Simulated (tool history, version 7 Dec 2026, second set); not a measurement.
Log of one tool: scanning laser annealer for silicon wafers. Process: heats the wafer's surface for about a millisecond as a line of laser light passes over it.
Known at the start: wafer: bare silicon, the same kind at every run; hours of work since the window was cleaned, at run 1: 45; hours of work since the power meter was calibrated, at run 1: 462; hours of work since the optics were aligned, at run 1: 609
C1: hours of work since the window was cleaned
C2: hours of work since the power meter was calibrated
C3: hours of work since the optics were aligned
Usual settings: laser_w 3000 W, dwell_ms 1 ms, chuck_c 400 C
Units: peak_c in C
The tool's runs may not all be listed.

run 1 hour=0 | laser_w=3000 dwell_ms=1 chuck_c=400 | C1=45 C2=462 C3=609 | peak_c=1114
run 2 hour=37 | laser_w=3000 dwell_ms=1 chuck_c=400 | C1=70 C2=487 C3=633 | peak_c=1116
run 3 hour=75.1 | laser_w=3000 dwell_ms=1 chuck_c=438 | C1=95 C2=512 C3=658 | peak_c=1150
run 4 hour=109.6 | laser_w=3000 dwell_ms=1 chuck_c=438 | C1=118 C2=534 C3=681 | peak_c=1149
run 5 hour=155.5 | laser_w=3000 dwell_ms=0.79 chuck_c=438 | C1=148 C2=564 C3=711 | peak_c=1072
run 6 hour=197.5 | laser_w=3000 dwell_ms=1 chuck_c=400 | C1=175 C2=592 C3=739 | peak_c=1106
run 7 hour=237.1 | laser_w=3000 dwell_ms=1.04 chuck_c=400 | C1=201 C2=618 C3=765 | peak_c=1114
run 8 hour=261.6 | laser_w=3000 dwell_ms=1.04 chuck_c=430 | C1=217 C2=634 C3=781 | peak_c=1143
run 9 hour=295.3 | laser_w=3000 dwell_ms=1 chuck_c=400 | C1=239 C2=656 C3=803 | peak_c=1100
run 10 hour=322.4 | laser_w=3000 dwell_ms=1 chuck_c=400 | C1=257 C2=674 C3=821 | peak_c=1096
run 11 hour=363.3 | laser_w=2816 dwell_ms=1 chuck_c=400 | C1=284 C2=701 C3=848 | peak_c=1052
run 12 hour=399.1 | laser_w=2816 dwell_ms=1 chuck_c=400 | C1=308 C2=724 C3=871 | peak_c=1053
run 13 hour=433.2 | laser_w=3170 dwell_ms=1.22 chuck_c=376 | C1=330 C2=747 C3=894 | peak_c=1170
run 14 hour=477.7 | laser_w=3179 dwell_ms=1.09 chuck_c=417 | C1=359 C2=776 C3=923 | peak_c=1172
run 15 hour=514.6 | laser_w=3258 dwell_ms=0.93 chuck_c=417 | C1=384 C2=800 C3=947 | peak_c=1132
-- hour=520.1 window over the wafer cleaned
run 16 hour=550.2 | laser_w=3258 dwell_ms=0.93 chuck_c=417 | C1=20 C2=822 C3=969 | peak_c=1121
run 17 hour=581.1 | laser_w=3258 dwell_ms=0.94 chuck_c=377 | C1=40 C2=843 C3=989 | peak_c=1086
run 18 hour=608.3 | laser_w=3021 dwell_ms=0.91 chuck_c=395 | C1=58 C2=860 C3=1007 | peak_c=1039
run 19 hour=635 | laser_w=3215 dwell_ms=0.81 chuck_c=412 | C1=75 C2=878 C3=1025 | peak_c=1061
-- hour=664.9 window over the wafer cleaned, once more
run 20 hour=674.3 | laser_w=3215 dwell_ms=0.81 chuck_c=412 | C1=6 C2=902 C3=1049 | peak_c=1112
run 21 hour=695 | laser_w=2752 dwell_ms=0.81 chuck_c=412 | C1=20 C2=916 C3=1063 | peak_c=1017
run 22 hour=731.9 | laser_w=2592 dwell_ms=1 chuck_c=389 | C1=44 C2=940 C3=1087 | peak_c=1018
run 23 hour=767.9 | laser_w=2592 dwell_ms=1 chuck_c=389 | C1=68 C2=964 C3=1111 | peak_c=1010

5 ways to go on from here, each from the tool as it stands after run 23. What would each give?
run A hour=809.3 | laser_w=2570 dwell_ms=0.78 chuck_c=400 | C1=95 C2=991 C3=1138 | peak_c=?
run B hour=809.3 | laser_w=2592 dwell_ms=1.17 chuck_c=389 | C1=95 C2=991 C3=1138 | peak_c=?
run C hour=809.3 | laser_w=2592 dwell_ms=1.25 chuck_c=421 | C1=95 C2=991 C3=1138 | peak_c=?
run D hour=809.3 | laser_w=3089 dwell_ms=1 chuck_c=390 | C1=95 C2=991 C3=1138 | peak_c=?
run E hour=809.3 | laser_w=3030 dwell_ms=0.87 chuck_c=399 | C1=95 C2=991 C3=1138 | peak_c=?

run=A peak_c=952
run=B peak_c=1055
run=C peak_c=1110
run=D peak_c=1119
run=E peak_c=1075
Without the tool's hidden state the same runs would have given:
run=A peak_c=966
run=B peak_c=1072
run=C peak_c=1126
run=D peak_c=1137
run=E peak_c=1092

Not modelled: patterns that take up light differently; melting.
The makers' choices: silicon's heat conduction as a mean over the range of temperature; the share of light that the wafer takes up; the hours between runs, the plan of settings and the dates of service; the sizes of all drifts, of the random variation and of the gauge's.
